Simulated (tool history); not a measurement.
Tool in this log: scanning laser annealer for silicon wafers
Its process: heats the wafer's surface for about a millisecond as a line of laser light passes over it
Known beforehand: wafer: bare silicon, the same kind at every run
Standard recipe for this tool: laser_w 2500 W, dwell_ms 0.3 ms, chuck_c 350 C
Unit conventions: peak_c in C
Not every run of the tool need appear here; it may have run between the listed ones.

run 1 day=0 | laser_w=2500 dwell_ms=0.3 chuck_c=350 | peak_c=1156
run 2 day=0.592 | laser_w=2500 dwell_ms=0.3 chuck_c=350 | peak_c=1155
run 3 day=0.946 | laser_w=2500 dwell_ms=0.3 chuck_c=350 | peak_c=1158
run 4 day=1.688 | laser_w=2500 dwell_ms=0.3 chuck_c=350 | peak_c=1182
run 5 day=1.962 | laser_w=2500 dwell_ms=0.3 chuck_c=350 | peak_c=1183
run 6 day=2.375 | laser_w=2500 dwell_ms=0.3 chuck_c=350 | peak_c=1183
run 7 day=2.975 | laser_w=2500 dwell_ms=0.3 chuck_c=350 | peak_c=1179
run 8 day=3.425 | laser_w=2500 dwell_ms=0.3 chuck_c=347 | peak_c=1173
run 9 day=3.879 | laser_w=2339 dwell_ms=0.3 chuck_c=350 | peak_c=1111
run 10 day=4.488 | laser_w=2500 dwell_ms=0.21 chuck_c=350 | peak_c=1049
run 11 day=4.9 | laser_w=2500 dwell_ms=0.21 chuck_c=350 | peak_c=1049
run 12 day=5.308 | laser_w=2500 dwell_ms=0.376 chuck_c=350 | peak_c=1264
run 13 day=5.858 | laser_w=2500 dwell_ms=0.376 chuck_c=350 | peak_c=1262
run 14 day=6.275 | laser_w=2500 dwell_ms=0.376 chuck_c=350 | peak_c=1263
run 15 day=6.65 | laser_w=2500 dwell_ms=0.376 chuck_c=350 | peak_c=1259
run 16 day=6.925 | laser_w=2500 dwell_ms=0.376 chuck_c=350 | peak_c=1258
run 17 day=7.288 | laser_w=2500 dwell_ms=0.376 chuck_c=350 | peak_c=1257
run 18 day=7.888 | laser_w=2500 dwell_ms=0.376 chuck_c=350 | peak_c=1261
run 19 day=8.267 | laser_w=2500 dwell_ms=0.3 chuck_c=350 | peak_c=1166
run 20 day=8.879 | laser_w=2500 dwell_ms=0.3 chuck_c=350 | peak_c=1168
run 21 day=9.308 | laser_w=2637 dwell_ms=0.3 chuck_c=322 | peak_c=1197
run 22 day=9.908 | laser_w=2500 dwell_ms=0.268 chuck_c=350 | peak_c=1122
run 23 day=10.479 | laser_w=2294 dwell_ms=0.3 chuck_c=349 | peak_c=1073
run 24 day=11.062 | laser_w=2654 dwell_ms=0.332 chuck_c=340 | peak_c=1263
run 25 day=11.4 | laser_w=2654 dwell_ms=0.353 chuck_c=340 | peak_c=1282
run 26 day=11.746 | laser_w=2654 dwell_ms=0.353 chuck_c=340 | peak_c=1285
run 27 day=12.183 | laser_w=2691 dwell_ms=0.353 chuck_c=340 | peak_c=1300
run 28 day=12.796 | laser_w=2409 dwell_ms=0.326 chuck_c=350 | peak_c=1146
run 29 day=13.3 | laser_w=2500 dwell_ms=0.376 chuck_c=377 | peak_c=1273
run 30 day=13.558 | laser_w=2346 dwell_ms=0.247 chuck_c=338 | peak_c=1017
run 31 day=13.862 | laser_w=2500 dwell_ms=0.303 chuck_c=317 | peak_c=1125
run 32 day=14.446 | laser_w=2416 dwell_ms=0.263 chuck_c=332 | peak_c=1054
run 33 day=14.888 | laser_w=2370 dwell_ms=0.301 chuck_c=318 | peak_c=1066
run 34 day=15.292 | laser_w=2656 dwell_ms=0.304 chuck_c=324 | peak_c=1200
run 35 day=15.858 | laser_w=2654 dwell_ms=0.249 chuck_c=380 | peak_c=1176
run 36 day=16.325 | laser_w=2285 dwell_ms=0.309 chuck_c=332 | peak_c=1052
run 37 day=16.808 | laser_w=2285 dwell_ms=0.309 chuck_c=332 | peak_c=1052
run 38 day=17.2 | laser_w=2698 dwell_ms=0.254 chuck_c=357 | peak_c=1172
run 39 day=17.504 | laser_w=2488 dwell_ms=0.252 chuck_c=374 | peak_c=1104
run 40 day=17.771 | laser_w=2500 dwell_ms=0.374 chuck_c=358 | peak_c=1240

Put back what was entered between runs (1 entry, withheld): which listed runs does each sit between, and how does the hidden state differ from the listed run before to the listed run after?
In the gap between runs 3 and 4: optics aligned, line set to its width (day 1.617)
  light that passes the window, % of a clean one's: 99.04 -> 98.96; laser's true power over the reading, %: -0.33 -> -0.34; width of the line over the set one, %: 4.35 -> 0.16
  measured minus no-state result, peak_c: -44 -> -16 C
